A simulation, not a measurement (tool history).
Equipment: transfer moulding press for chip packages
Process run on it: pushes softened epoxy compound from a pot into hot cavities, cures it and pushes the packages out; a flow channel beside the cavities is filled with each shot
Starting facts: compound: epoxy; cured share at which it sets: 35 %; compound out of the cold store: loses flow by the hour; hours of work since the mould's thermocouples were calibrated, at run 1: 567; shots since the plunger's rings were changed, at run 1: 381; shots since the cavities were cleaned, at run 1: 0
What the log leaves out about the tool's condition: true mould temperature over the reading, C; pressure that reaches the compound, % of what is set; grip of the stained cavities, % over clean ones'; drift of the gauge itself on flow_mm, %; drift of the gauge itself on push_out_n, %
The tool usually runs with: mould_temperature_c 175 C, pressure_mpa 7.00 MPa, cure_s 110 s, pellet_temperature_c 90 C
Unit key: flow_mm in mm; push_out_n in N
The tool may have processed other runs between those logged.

run,hour,mould_temperature_c,pressure_mpa,cure_s,pellet_temperature_c,hours of work since the mould's thermocouples were calibrated,shots since the plunger's rings were changed,shots since the cavities were cleaned,incoming compound's hours out of the cold store,flow_mm,push_out_n
1,0.0,175,7.00,110,90,567,381,0,42.4,645,390
2,18.1,175,7.00,110,90,579,581,200,31.4,687,473
3,47.7,175,7.00,110,90,600,909,528,11.9,768,633
# hour 57.2: cavities cleaned with cleaning compound and waxed
4,73.2,175,7.00,110,90,617,1175,177,25.0,699,480
5,88.8,175,7.00,110,90,628,1348,350,30.1,682,534
# hour 115.6: cavities cleaned with cleaning compound and waxed
6,124.5,175,7.00,110,90,651,1727,98,40.3,638,431
7,139.6,170,6.05,110,97,662,1894,265,34.1,629,708
8,161.3,181,7.00,96,90,677,2134,505,21.7,702,536
# hour 169.1: mould's thermocouples calibrated
# hour 175.4: cavities cleaned with cleaning compound and waxed
9,182.4,181,7.00,96,90,8,2330,78,25.3,679,375
10,216.7,181,7.00,96,90,32,2709,457,9.0,748,527

Consider 3 possible next runs. They are alternatives, not a sequence: every one starts from the tool as it was left by run 10. What does each give?
# hour 233.6: cavities cleaned with cleaning compound and waxed
A,233.6,175,5.27,146,90,43,2880,0,12.8,?,?
# hour 233.6: cavities cleaned with cleaning compound and waxed
B,233.6,181,7.57,112,90,43,2880,0,41.4,?,?
# hour 233.6: cavities cleaned with cleaning compound and waxed
C,233.6,168,5.43,96,88,43,2880,0,12.0,?,?

run,flow_mm,push_out_n
A,646,283
B,648,274
C,679,903
Stripped of hidden state, with their random variation kept, the same runs would have yielded:
run,flow_mm,push_out_n
A,666,279
B,668,269
C,700,886
